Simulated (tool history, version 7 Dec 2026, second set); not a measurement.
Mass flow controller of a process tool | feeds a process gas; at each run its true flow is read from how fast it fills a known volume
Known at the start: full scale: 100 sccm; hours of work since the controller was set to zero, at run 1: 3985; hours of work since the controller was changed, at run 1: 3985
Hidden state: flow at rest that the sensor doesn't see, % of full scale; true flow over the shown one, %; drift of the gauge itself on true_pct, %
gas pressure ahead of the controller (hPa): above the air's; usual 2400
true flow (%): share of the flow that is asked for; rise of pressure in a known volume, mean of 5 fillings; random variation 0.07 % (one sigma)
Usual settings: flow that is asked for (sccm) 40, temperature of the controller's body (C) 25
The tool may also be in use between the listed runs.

run	hour	flow that is asked for (sccm)	gas pressure ahead of the controller (hPa)	temperature of the controller's body (C)	hours of work since the controller was set to zero	hours of work since the controller was changed	true flow (%)
1	0	40	2400	25	3985	3985	99.27
2	93.6	40	1530	25	4047	4047	98.99
3	204	40	1530	24	4121	4121	98.78
4	294.8	40	1530	24	4181	4181	98.61
5	378.4	40	1530	24	4237	4237	98.7
6	457.9	40	2400	25	4290	4290	98.92
7	531.1	40	1580	25	4339	4339	98.68
8	620	40	2400	25	4398	4398	98.97
9	736	40	2400	25	4475	4475	98.78
10	846.6	40	2400	25	4549	4549	98.65
11	944.8	40	2400	25	4614	4614	98.61
12	1062.8	40	2400	25	4693	4693	98.53
13	1141.1	40	2400	25	4745	4745	98.51
14	1267.6	40	2400	25	4829	4829	98.48
15	1392.3	40	2400	25	4912	4912	98.3
16	1518.7	40	2400	25	4997	4997	98.13
17	1589.8	75	2400	25	5044	5044	98.68
18	1739.2	62	2000	23	5144	5144	98.34
19	1864.5	40	2080	25	5227	5227	97.86
20	1986.8	35	1760	35	5308	5308	97.22
21	2071.4	34	1870	20	5365	5365	97.84
22	2201.6	12	2400	40	5452	5452	96.7
# hour 2263.1: controller exchanged for a calibrated one
23	2340.7	12	2400	40	52	52	96.6
24	2406.2	12	2400	40	95	95	96.48
25	2495.7	40	1450	30	155	155	96.79
26	2608.3	40	1450	30	230	230	96.82
27	2730.9	40	1450	30	312	312	96.77
28	2833.7	45	1450	27	380	380	96.82
29	2964.2	45	1450	27	467	467	96.74
30	3062.2	11	1740	24	532	532	96.47

The next listed run, before its measurement:
31	3143	14	1590	26	586	586	?

Run 31 gave true flow (%) 96.41.
Without the tool's hidden state the same run would have given true flow (%) 98.65.
